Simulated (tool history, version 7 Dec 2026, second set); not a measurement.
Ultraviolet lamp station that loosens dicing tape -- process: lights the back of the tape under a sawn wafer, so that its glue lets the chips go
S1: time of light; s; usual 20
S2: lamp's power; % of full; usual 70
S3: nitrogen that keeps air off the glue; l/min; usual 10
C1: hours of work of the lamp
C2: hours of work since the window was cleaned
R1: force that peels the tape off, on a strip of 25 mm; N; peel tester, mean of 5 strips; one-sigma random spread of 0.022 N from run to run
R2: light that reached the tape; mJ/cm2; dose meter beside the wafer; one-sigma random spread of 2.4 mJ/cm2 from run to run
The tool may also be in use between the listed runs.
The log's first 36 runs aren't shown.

run 37 hour=2494.2 | S1=27 S2=99 S3=10 | C1=200 C2=53 | R1=0.347 R2=470
run 38 hour=2534.4 | S1=27 S2=99 S3=10 | C1=221 C2=75 | R1=0.353 R2=460
run 39 hour=2603.8 | S1=24 S2=98 S3=17 | C1=258 C2=112 | R1=0.322 R2=400
run 40 hour=2702.9 | S1=17 S2=68 S3=10 | C1=311 C2=165 | R1=1.985 R2=192
run 41 hour=2764.6 | S1=17 S2=68 S3=10 | C1=344 C2=197 | R1=1.966 R2=183
run 42 hour=2828.7 | S1=20 S2=70 S3=3 | C1=378 C2=231 | R1=2.943 R2=216
-- hour=2843.2 window cleaned of glue's vapour
run 43 hour=2899.3 | S1=20 S2=70 S3=19 | C1=415 C2=30 | R1=1.055 R2=223
run 44 hour=2944.8 | S1=20 S2=70 S3=19 | C1=439 C2=54 | R1=1.033 R2=221

Branching from run 44: 3 alternative next runs. What would each branch give?
run A hour=3032.8 | S1=18 S2=75 S3=19 | C1=486 C2=101 | R1=? R2=?
run B hour=3032.8 | S1=34 S2=79 S3=9 | C1=486 C2=101 | R1=? R2=?
run C hour=3032.8 | S1=20 S2=100 S3=19 | C1=486 C2=101 | R1=? R2=?

run=A R1=1.183 R2=203
run=B R1=0.517 R2=398
run=C R1=0.551 R2=302
Had the tool no hidden state, the same runs would have come out as:
run=A R1=0.685 R2=269
run=B R1=0.279 R2=528
run=C R1=0.296 R2=399

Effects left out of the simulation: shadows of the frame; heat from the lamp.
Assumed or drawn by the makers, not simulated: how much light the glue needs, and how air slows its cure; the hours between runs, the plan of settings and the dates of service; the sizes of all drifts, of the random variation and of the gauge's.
